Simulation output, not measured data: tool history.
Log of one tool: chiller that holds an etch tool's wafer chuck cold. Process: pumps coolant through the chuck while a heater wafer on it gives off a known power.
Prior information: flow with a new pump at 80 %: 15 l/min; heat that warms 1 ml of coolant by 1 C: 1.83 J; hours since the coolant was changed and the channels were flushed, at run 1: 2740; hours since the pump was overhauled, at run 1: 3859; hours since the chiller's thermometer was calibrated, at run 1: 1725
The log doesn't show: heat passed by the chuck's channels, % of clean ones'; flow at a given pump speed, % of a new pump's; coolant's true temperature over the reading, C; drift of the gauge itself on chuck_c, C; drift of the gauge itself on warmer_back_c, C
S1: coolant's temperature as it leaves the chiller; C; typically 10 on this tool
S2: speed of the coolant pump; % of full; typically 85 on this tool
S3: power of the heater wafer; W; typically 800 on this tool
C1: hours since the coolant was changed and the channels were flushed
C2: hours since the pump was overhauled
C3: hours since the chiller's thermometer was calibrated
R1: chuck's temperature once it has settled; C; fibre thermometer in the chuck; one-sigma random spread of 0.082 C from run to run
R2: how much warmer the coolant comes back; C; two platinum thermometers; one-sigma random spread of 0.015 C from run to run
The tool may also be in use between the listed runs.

run 1 hour=0.0 | S1=10 S2=85 S3=800 | C1=2740 C2=3859 C3=1725 | R1=15.72 R2=1.64
run 2 hour=85.5 | S1=10 S2=85 S3=800 | C1=2825 C2=3944 C3=1811 | R1=15.69 R2=1.65
run 3 hour=145.6 | S1=10 S2=85 S3=800 | C1=2886 C2=4005 C3=1871 | R1=15.87 R2=1.62
run 4 hour=281.1 | S1=10 S2=85 S3=800 | C1=3021 C2=4140 C3=2006 | R1=15.67 R2=1.65
run 5 hour=394.2 | S1=10 S2=85 S3=1127 | C1=3134 C2=4253 C3=2119 | R1=18.22 R2=2.32
run 6 hour=502.4 | S1=10 S2=85 S3=1127 | C1=3242 C2=4361 C3=2228 | R1=18.19 R2=2.33
run 7 hour=570.2 | S1=10 S2=62 S3=800 | C1=3310 C2=4429 C3=2295 | R1=17.03 R2=2.32
run 8 hour=703.1 | S1=10 S2=62 S3=800 | C1=3443 C2=4562 C3=2428 | R1=17.17 R2=2.33
run 9 hour=820.8 | S1=10 S2=62 S3=800 | C1=3561 C2=4680 C3=2546 | R1=17.18 R2=2.32
run 10 hour=927.0 | S1=9 S2=86 S3=886 | C1=3667 C2=4786 C3=2652 | R1=15.21 R2=1.80
run 11 hour=1016.6 | S1=9 S2=86 S3=886 | C1=3757 C2=4876 C3=2742 | R1=15.35 R2=1.80
run 12 hour=1096.4 | S1=10 S2=71 S3=421 | C1=3836 C2=4955 C3=2822 | R1=13.44 R2=1.05
run 13 hour=1195.2 | S1=10 S2=71 S3=421 | C1=3935 C2=5054 C3=2920 | R1=13.48 R2=1.07
run 14 hour=1250.7 | S1=10 S2=71 S3=765 | C1=3991 C2=5110 C3=2976 | R1=16.34 R2=1.89
run 15 hour=1381.0 | S1=10 S2=71 S3=765 | C1=4121 C2=5240 C3=3106 | R1=16.23 R2=1.96
run 16 hour=1480.5 | S1=2 S2=63 S3=744 | C1=4221 C2=5340 C3=3206 | R1=8.65 R2=2.12
run 17 hour=1611.0 | S1=14 S2=62 S3=427 | C1=4351 C2=5470 C3=3336 | R1=17.84 R2=1.22
run 18 hour=1692.2 | S1=14 S2=62 S3=427 | C1=4432 C2=5551 C3=3417 | R1=17.90 R2=1.25

What if the next run were any one of these 4? Each begins from the tool's condition after run 18:
run A hour=1811.9 | S1=14 S2=62 S3=409 | C1=4552 C2=5671 C3=3537 | R1=? R2=?
run B hour=1811.9 | S1=11 S2=65 S3=878 | C1=4552 C2=5671 C3=3537 | R1=? R2=?
run C hour=1811.9 | S1=11 S2=97 S3=1113 | C1=4552 C2=5671 C3=3537 | R1=? R2=?
run D hour=1811.9 | S1=1 S2=62 S3=1031 | C1=4552 C2=5671 C3=3537 | R1=? R2=?

run=A R1=17.68 R2=1.22
run=B R1=18.58 R2=2.44
run=C R1=18.26 R2=1.99
run=D R1=10.25 R2=3.01
What these runs would have given with no unlogged condition in the tool:
run=A R1=17.65 R2=1.21
run=B R1=18.53 R2=2.43
run=C R1=18.21 R2=1.98
run=D R1=10.18 R2=3.00
